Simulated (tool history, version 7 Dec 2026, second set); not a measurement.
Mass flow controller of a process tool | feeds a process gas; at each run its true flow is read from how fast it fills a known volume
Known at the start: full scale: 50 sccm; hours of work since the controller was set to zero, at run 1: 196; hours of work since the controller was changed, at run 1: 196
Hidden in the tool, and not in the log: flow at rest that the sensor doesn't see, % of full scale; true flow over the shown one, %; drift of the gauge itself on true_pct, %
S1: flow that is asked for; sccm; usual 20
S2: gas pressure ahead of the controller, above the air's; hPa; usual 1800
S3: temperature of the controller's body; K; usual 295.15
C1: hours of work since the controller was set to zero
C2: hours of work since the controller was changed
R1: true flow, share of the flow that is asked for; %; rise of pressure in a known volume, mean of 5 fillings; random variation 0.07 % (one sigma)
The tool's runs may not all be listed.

run 1 hour=0 | S1=20 S2=1800 S3=295.15 | C1=196 C2=196 | R1=97.53
run 2 hour=65.9 | S1=20 S2=1800 S3=295.15 | C1=221 C2=221 | R1=97.61
run 3 hour=123.8 | S1=20 S2=1800 S3=295.15 | C1=243 C2=243 | R1=97.67
run 4 hour=219.2 | S1=20 S2=1800 S3=295.15 | C1=280 C2=280 | R1=97.64
run 5 hour=277.8 | S1=20 S2=1800 S3=295.15 | C1=303 C2=303 | R1=97.65
run 6 hour=379 | S1=20 S2=1800 S3=312.15 | C1=342 C2=342 | R1=99.07
run 7 hour=482.1 | S1=20 S2=1800 S3=312.15 | C1=382 C2=382 | R1=99.08
run 8 hour=531.5 | S1=15 S2=1800 S3=295.15 | C1=401 C2=401 | R1=97.54
run 9 hour=580.6 | S1=15 S2=1800 S3=295.15 | C1=420 C2=420 | R1=97.44
run 10 hour=670.6 | S1=15 S2=1800 S3=295.15 | C1=454 C2=454 | R1=97.47
run 11 hour=735.6 | S1=10 S2=1990 S3=295.15 | C1=479 C2=479 | R1=97.3
run 12 hour=794.7 | S1=10 S2=1990 S3=295.15 | C1=502 C2=502 | R1=97.25
run 13 hour=902 | S1=23 S2=2640 S3=306.15 | C1=543 C2=543 | R1=99.29
run 14 hour=988.2 | S1=7 S2=1800 S3=311.15 | C1=577 C2=577 | R1=98.34
run 15 hour=1086.2 | S1=12 S2=2250 S3=295.15 | C1=615 C2=615 | R1=97.79
run 16 hour=1141.3 | S1=22 S2=2050 S3=308.15 | C1=636 C2=636 | R1=99.25
run 17 hour=1214.9 | S1=9 S2=2050 S3=301.15 | C1=664 C2=664 | R1=97.86

Some steps in R1 between neighbouring runs. How much of each would the tool show without its hidden state too (settings, what came in, random variation), and how much is left for the hidden state, with any gauge scatter that isn't in both results?
Run 6 -> 7: no setting changed, nothing entered. R1 +0.01 %: hidden state +0.04, all else -0.03.
Run 12 -> 13: S1 10 -> 23, S2 1990 -> 2640, S3 295.15 -> 306.15. R1 +2.04 %: hidden state +0.04, all else +2.
